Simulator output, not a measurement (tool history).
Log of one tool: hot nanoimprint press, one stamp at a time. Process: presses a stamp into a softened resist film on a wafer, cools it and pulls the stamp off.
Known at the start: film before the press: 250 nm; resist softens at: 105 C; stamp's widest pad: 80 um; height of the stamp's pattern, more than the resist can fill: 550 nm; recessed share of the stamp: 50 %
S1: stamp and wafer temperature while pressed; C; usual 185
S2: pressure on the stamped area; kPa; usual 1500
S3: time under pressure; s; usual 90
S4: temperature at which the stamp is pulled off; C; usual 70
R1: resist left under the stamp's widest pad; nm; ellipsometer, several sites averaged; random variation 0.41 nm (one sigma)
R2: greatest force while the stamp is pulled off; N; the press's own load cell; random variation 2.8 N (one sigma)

| run | hour | S1 | S2 | S3 | S4 | R1 | R2 |
|---|---|---|---|---|---|---|---|
| 1 | 0 | 185 | 1500 | 90 | 70 | 89.3 | 137 |
| 2 | 32.9 | 185 | 1500 | 140 | 70 | 78.1 | 145 |
|  | 53.5 | plate thermocouple calibrated |
| 3 | 61.9 | 185 | 1500 | 140 | 70 | 76 | 143 |
| 4 | 97.4 | 185 | 1500 | 90 | 75 | 90 | 147 |
| 5 | 116.5 | 185 | 1500 | 90 | 75 | 89.3 | 157 |
| 6 | 136.6 | 185 | 1500 | 90 | 75 | 90.2 | 152 |
| 7 | 176.7 | 185 | 1500 | 90 | 75 | 90 | 158 |
| 8 | 203.5 | 185 | 1500 | 90 | 75 | 90.1 | 161 |
| 9 | 233.1 | 173 | 1500 | 90 | 64 | 124.8 | 175 |
|  | 250 | stamp cleaned and given a new release coat |
| 10 | 274.7 | 173 | 1500 | 90 | 64 | 125.7 | 143 |
| 11 | 306.1 | 185 | 1500 | 90 | 74 | 91.2 | 140 |
| 12 | 327.2 | 183 | 910 | 90 | 71 | 125.6 | 141 |
| 13 | 344.6 | 193 | 910 | 90 | 71 | 99.3 | 149 |
| 14 | 370.5 | 185 | 1500 | 128 | 70 | 80.3 | 148 |
| 15 | 405.8 | 185 | 1500 | 128 | 70 | 80.3 | 154 |
| 16 | 429.6 | 184 | 1270 | 150 | 75 | 86.1 | 151 |

The same runs without the tool's hidden state, with the same run-to-run variation:
The hidden state here: true temperature over the reading, C; pressure that arrives at the usual setting, %; grip of the stamp's worn release coat, % over a new coat's; drift of the gauge itself on residual_nm, %; drift of the gauge itself on pull_off_n, %.
| run | R1 | R2 |
|---|---|---|
| 1 | 87.1 | 131 |
| 2 | 76.1 | 134 |
| 3 | 75.1 | 129 |
| 4 | 88.8 | 128 |
| 5 | 88 | 135 |
| 6 | 88.8 | 128 |
| 7 | 88.4 | 128 |
| 8 | 88.4 | 127 |
| 9 | 122.4 | 134 |
| 10 | 123 | 139 |
| 11 | 89.1 | 132 |
| 12 | 123.4 | 130 |
| 13 | 97.5 | 135 |
| 14 | 78.1 | 130 |
| 15 | 78 | 131 |
| 16 | 83.8 | 126 |
